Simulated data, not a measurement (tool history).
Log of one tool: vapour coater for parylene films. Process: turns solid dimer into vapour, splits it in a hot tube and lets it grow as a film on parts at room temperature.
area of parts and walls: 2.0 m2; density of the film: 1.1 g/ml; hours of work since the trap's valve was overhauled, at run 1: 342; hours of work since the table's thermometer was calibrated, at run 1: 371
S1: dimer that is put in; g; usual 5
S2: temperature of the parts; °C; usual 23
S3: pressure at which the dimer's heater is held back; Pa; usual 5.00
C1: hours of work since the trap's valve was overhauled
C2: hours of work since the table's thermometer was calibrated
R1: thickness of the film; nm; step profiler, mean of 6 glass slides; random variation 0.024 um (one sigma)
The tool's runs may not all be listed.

run	day	S1	S2	S3	C1	C2	R1
1	0.000	5	23	5.00	342	371	1400
2	0.533	5	23	5.00	354	382	1390
3	1.079	5	23	5.00	366	394	1380
4	1.571	5	23	5.00	376	404	1340
5	2.246	5	23	5.00	391	419	1340
6	2.562	5	23	5.00	397	426	1370
7	2.871	5	23	5.00	404	432	1360
8	3.254	5	23	2.89	412	441	1550
9	3.721	6	23	5.00	422	451	1640
10	4.346	6	23	5.00	436	464	1620
11	4.729	6	23	5.00	444	472	1650
12	5.417	5	23	3.48	459	487	1450
13	5.854	5	23	5.00	468	497	1330
14	6.438	5	23	5.00	481	509	1310
15	7.054	5	23	5.00	494	522	1320
# day 7.275: trap's valve overhauled
16	7.688	5	23	5.00	9	532	1570
17	8.417	2	23	5.00	25	548	600
18	8.846	2	18	3.54	34	557	830
19	9.279	2	18	3.54	43	567	790
# day 9.383: table's thermometer calibrated
20	9.754	5	33	5.00	52	8	1040
21	10.250	8	18	9.15	63	19	2560
22	10.954	8	18	9.15	78	34	2560
23	11.629	8	18	9.15	93	48	2520
24	12.317	8	18	9.15	108	63	2540
# day 12.412: table's thermometer calibrated, once more
25	12.721	5	33	5.00	115	7	1060
26	13.096	6	18	2.06	123	15	2530
27	13.529	6	18	2.06	133	24	2520
28	14.100	5	31	6.06	145	36	1030
29	14.833	5	31	6.06	161	52	1040
30	15.438	5	28	3.68	174	65	1320
31	16.021	3	23	3.59	186	78	930
32	16.758	3	23	3.59	202	94	950
33	17.421	5	26	5.00	216	108	1330
34	17.729	5	29	5.00	223	114	1120

4 ways to go on from here, each from the tool as it stands after run 34. What would each give?
A	18.317	8	17	10.66	236	127	?
B	18.317	4	32	8.40	236	127	?
C	18.317	5	29	2.86	236	127	?
D	18.317	9	30	5.00	236	127	?

run	R1
A	2480
B	730
C	1290
D	2010
Without the tool's hidden state the same runs would have given:
run	R1
A	2690
B	790
C	1400
D	2180

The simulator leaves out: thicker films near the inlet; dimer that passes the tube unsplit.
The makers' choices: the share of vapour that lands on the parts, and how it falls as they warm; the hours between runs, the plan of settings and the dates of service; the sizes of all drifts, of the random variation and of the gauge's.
